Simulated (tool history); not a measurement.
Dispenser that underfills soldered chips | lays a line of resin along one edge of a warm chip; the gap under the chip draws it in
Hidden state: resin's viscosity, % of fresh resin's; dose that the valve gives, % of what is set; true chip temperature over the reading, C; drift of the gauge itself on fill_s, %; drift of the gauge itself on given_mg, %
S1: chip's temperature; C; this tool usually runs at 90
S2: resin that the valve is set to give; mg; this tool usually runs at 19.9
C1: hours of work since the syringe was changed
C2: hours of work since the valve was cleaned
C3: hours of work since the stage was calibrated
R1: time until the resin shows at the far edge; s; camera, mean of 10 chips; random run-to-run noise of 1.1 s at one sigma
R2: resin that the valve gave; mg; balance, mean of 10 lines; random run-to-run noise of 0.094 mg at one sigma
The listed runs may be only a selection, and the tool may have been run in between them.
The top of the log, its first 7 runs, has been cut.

| run | hour | S1 | S2 | C1 | C2 | C3 | R1 | R2 |
|---|---|---|---|---|---|---|---|---|
| 8 | 69.1 | 90 | 19.4 | 6 | 94 | 76 | 154.8 | 17.79 |
|  | 77.9 | new syringe of resin |
| 9 | 79.9 | 93 | 19.9 | 1 | 102 | 84 | 102.3 | 18.3 |
|  | 88.2 | dispensing valve cleaned and set on the balance |
| 10 | 93.2 | 90 | 19.9 | 11 | 4 | 93 | 206.6 | 19.96 |
|  | 96.1 | new syringe of resin |
| 11 | 104.5 | 90 | 19.9 | 6 | 12 | 101 | 155.2 | 19.74 |
|  | 113.5 | new syringe of resin |
| 12 | 117.7 | 90 | 19.9 | 3 | 21 | 111 | 124.8 | 19.6 |
| 13 | 128 | 90 | 21.3 | 11 | 29 | 118 | 209.4 | 20.75 |
|  | 129.8 | new syringe of resin |
| 14 | 136.9 | 90 | 20.8 | 5 | 35 | 125 | 143.4 | 20.23 |
|  | 146.2 | new syringe of resin |
| 15 | 149.8 | 90 | 20.8 | 3 | 45 | 134 | 119.5 | 20.08 |
|  | 162.7 | new syringe of resin |
| 16 | 164.7 | 90 | 20.8 | 2 | 55 | 145 | 114.7 | 19.86 |
| 17 | 177.8 | 97 | 23.5 | 11 | 65 | 154 | 179.4 | 22.39 |
|  | 179.9 | new syringe of resin |
| 18 | 191.6 | 99 | 19.4 | 9 | 75 | 164 | 144.5 | 18.26 |
|  | 196.5 | new syringe of resin |
| 19 | 198.3 | 99 | 25.5 | 1 | 80 | 169 | 85.9 | 23.92 |
| 20 | 210.1 | 103 | 25.5 | 10 | 89 | 178 | 139.6 | 23.83 |
|  | 213.1 | new syringe of resin |
| 21 | 218.6 | 103 | 25.5 | 4 | 95 | 184 | 97.9 | 23.46 |
| 22 | 227.6 | 103 | 25.5 | 11 | 101 | 191 | 153.7 | 23.41 |
|  | 229.6 | new syringe of resin |
|  | 238.4 | dispensing valve cleaned and set on the balance |
| 23 | 242.8 | 103 | 25.5 | 9 | 3 | 201 | 128.8 | 25.65 |
|  | 246.9 | new syringe of resin |
| 24 | 257.2 | 95 | 19.5 | 8 | 14 | 211 | 146 | 19.29 |
|  | 263.5 | new syringe of resin |
| 25 | 265.4 | 95 | 19.5 | 1 | 20 | 217 | 96.7 | 19.17 |
| 26 | 273.7 | 90 | 21.5 | 8 | 26 | 223 | 171.1 | 21.14 |
|  | 280.2 | new syringe of resin |
| 27 | 281.7 | 90 | 19.9 | 1 | 31 | 229 | 109.3 | 19.25 |
| 28 | 289.5 | 90 | 19.9 | 7 | 37 | 235 | 163.2 | 19.32 |

Run 29, settings as shown, results not yet in. Your forecast:
|  | 296.9 | new syringe of resin |
| 29 | 300.6 | 84 | 23.6 | 3 | 45 | 243 | ? | ? |

Run 29 produced R1 139.7 s, R2 22.72 mg.
If the tool had no hidden condition, the same run with the same run-to-run variation would have returned R1 123 s, R2 23.57 mg.
